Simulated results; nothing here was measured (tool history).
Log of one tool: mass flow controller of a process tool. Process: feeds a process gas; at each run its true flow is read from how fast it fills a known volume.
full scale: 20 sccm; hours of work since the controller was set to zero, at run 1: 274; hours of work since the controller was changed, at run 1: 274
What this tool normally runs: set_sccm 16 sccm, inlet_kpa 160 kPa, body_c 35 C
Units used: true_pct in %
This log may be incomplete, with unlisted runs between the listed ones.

run	hour	set_sccm	inlet_kpa	body_c	hours of work since the controller was set to zero	hours of work since the controller was changed	true_pct
1	0.0	16	160	35	274	274	100.35
2	288.3	16	160	35	386	386	100.31
3	664.5	16	160	35	533	533	100.20
4	972.4	16	160	35	652	652	100.20
5	1195.9	16	160	35	739	739	99.98
6	1476.0	16	160	32	849	849	99.90
7	1880.4	16	160	32	1006	1006	99.92
8	2335.2	16	245	35	1183	1183	99.46
9	2636.0	16	245	35	1300	1300	99.45
10	3087.6	16	245	37	1476	1476	99.35
11	3463.0	3	160	35	1622	1622	96.44
12	3795.8	16	182	35	1752	1752	99.65
13	4071.3	7	160	35	1859	1859	98.21
14	4527.3	7	160	35	2037	2037	98.10
15	4774.0	7	160	35	2133	2133	97.90
16	5105.6	7	160	35	2262	2262	97.85
17	5454.8	7	160	35	2398	2398	97.84
18	5716.4	16	160	35	2500	2500	99.41
19	6061.5	5	160	35	2634	2634	96.88
20	6463.7	5	160	35	2791	2791	96.80
21	6739.6	11	141	22	2898	2898	98.12
# hour 6766.6: controller's zero set anew
22	7049.3	7	172	35	110	3019	96.51
23	7403.2	3	223	25	248	3157	91.87
24	7644.4	10	155	35	342	3250	97.65
25	7997.2	10	155	35	479	3388	97.52
# hour 8068.9: controller's zero set anew, once more
26	8333.9	10	262	26	103	3519	98.35
27	8626.1	16	160	22	217	3633	99.42
28	8821.4	10	264	24	293	3709	98.16
29	9131.1	10	264	24	414	3829	98.13
30	9319.7	10	264	24	487	3903	97.99
31	9727.1	4	237	25	646	4061	97.22
32	9974.5	4	237	25	742	4158	97.07
33	10276.0	16	215	35	859	4275	99.35
34	10548.7	3	146	21	966	4381	96.95
35	10944.5	16	176	30	1120	4535	99.34
36	11379.4	2	235	36	1289	4705	95.68
37	11570.9	16	152	29	1364	4779	99.42
38	11884.8	16	152	29	1486	4902	99.29

Below, each run's measurement less what the same run would have read without the hidden state. Both values contain the same run-to-run variation, but the gauge's scatter may not be the same in both:
Unlogged tool condition in this case: flow at rest that the sensor doesn't see, % of full scale; true flow over the shown one, %; drift of the gauge itself on true_pct, %.
run	true_pct
1	-0.01
2	-0.06
3	-0.11
4	-0.15
5	-0.18
6	-0.21
7	-0.27
8	-0.33
9	-0.37
10	-0.43
11	-2.51
12	-0.52
13	-1.22
14	-1.34
15	-1.41
16	-1.49
17	-1.58
18	-0.78
19	-2.37
20	-2.51
21	-1.26
22	-2.77
23	-6.46
24	-2.10
25	-2.17
26	-0.29
27	-0.30
28	-0.38
29	-0.45
30	-0.48
31	-0.98
32	-1.08
33	-0.52
34	-1.64
35	-0.61
36	-2.92
37	-0.69
38	-0.73

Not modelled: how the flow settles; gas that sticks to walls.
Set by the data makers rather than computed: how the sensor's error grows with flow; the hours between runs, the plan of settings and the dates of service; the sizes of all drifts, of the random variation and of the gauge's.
